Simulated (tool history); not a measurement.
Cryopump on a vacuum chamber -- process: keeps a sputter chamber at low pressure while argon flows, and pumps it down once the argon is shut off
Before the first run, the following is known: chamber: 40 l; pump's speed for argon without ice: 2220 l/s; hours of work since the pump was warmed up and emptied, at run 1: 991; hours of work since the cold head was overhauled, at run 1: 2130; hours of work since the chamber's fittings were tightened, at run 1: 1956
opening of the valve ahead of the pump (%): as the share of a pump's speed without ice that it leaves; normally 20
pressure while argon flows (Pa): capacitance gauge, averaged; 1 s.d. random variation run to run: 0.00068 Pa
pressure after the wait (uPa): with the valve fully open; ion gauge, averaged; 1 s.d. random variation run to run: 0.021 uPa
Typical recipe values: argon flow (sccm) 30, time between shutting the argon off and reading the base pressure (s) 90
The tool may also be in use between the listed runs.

run	hour	argon flow (sccm)	time between shutting the argon off and reading the base pressure (s)	opening of the valve ahead of the pump (%)	hours of work since the pump was warmed up and emptied	hours of work since the cold head was overhauled	hours of work since the chamber's fittings were tightened	pressure while argon flows (Pa)	pressure after the wait (uPa)
1	0.0	30	90	20	991	2130	1956	0.1205	1.32
2	73.1	30	90	20	1031	2171	1997	0.1210	1.38
3	126.3	30	90	20	1061	2200	2026	0.1208	1.40
4	200.5	30	90	46	1102	2241	2067	0.0573	1.42
# hour 215.9: pump warmed up, emptied and cooled again
5	276.6	30	90	20	34	2281	2107	0.1150	1.17
6	342.4	30	90	20	70	2317	2143	0.1151	1.26
7	385.8	30	90	20	94	2341	2167	0.1152	1.28
8	451.9	30	76	20	131	2378	2204	0.1153	1.32
9	520.3	30	90	20	169	2416	2242	0.1155	1.33
10	599.3	13	90	20	213	2460	2286	0.0492	1.28
11	695.1	13	90	20	266	2513	2339	0.0506	1.30
12	760.8	27	82	28	302	2550	2375	0.0742	1.45
13	824.5	27	82	28	338	2585	2411	0.0754	1.40
14	879.2	27	82	28	368	2615	2441	0.0749	1.42
15	975.8	27	82	28	422	2669	2495	0.0763	1.46
16	1061.3	25	41	28	469	2716	2542	0.0704	1.94
17	1149.2	25	41	28	518	2765	2591	0.0706	1.96
18	1245.2	51	271	20	571	2818	2644	0.2002	1.28
19	1294.3	51	91	22	599	2846	2672	0.1823	1.50
20	1387.2	30	27	47	650	2897	2723	0.0526	2.44

Branching from run 20: 5 alternative next runs. What would each branch give?
# hour 1451.6: leaking fittings of the chamber tightened, without venting
A	1465.5	56	234	16	692	2940	8	?	?
# hour 1451.6: leaking fittings of the chamber tightened, without venting
B	1465.5	59	50	31	692	2940	8	?	?
# hour 1451.6: leaking fittings of the chamber tightened, without venting
C	1465.5	23	27	47	692	2940	8	?	?
# hour 1451.6: leaking fittings of the chamber tightened, without venting
D	1465.5	15	27	55	692	2940	8	?	?
# hour 1451.6: leaking fittings of the chamber tightened, without venting
E	1465.5	30	152	20	692	2940	8	?	?

run	pressure while argon flows (Pa)	pressure after the wait (uPa)
A	0.2739	0.32
B	0.1519	0.86
C	0.0402	1.46
D	0.0227	1.42
E	0.1181	0.37
With no hidden state in the tool, these same runs would have given:
run	pressure while argon flows (Pa)	pressure after the wait (uPa)
A	0.2666	0.29
B	0.1442	0.82
C	0.0372	1.42
D	0.0207	1.39
E	0.1142	0.33

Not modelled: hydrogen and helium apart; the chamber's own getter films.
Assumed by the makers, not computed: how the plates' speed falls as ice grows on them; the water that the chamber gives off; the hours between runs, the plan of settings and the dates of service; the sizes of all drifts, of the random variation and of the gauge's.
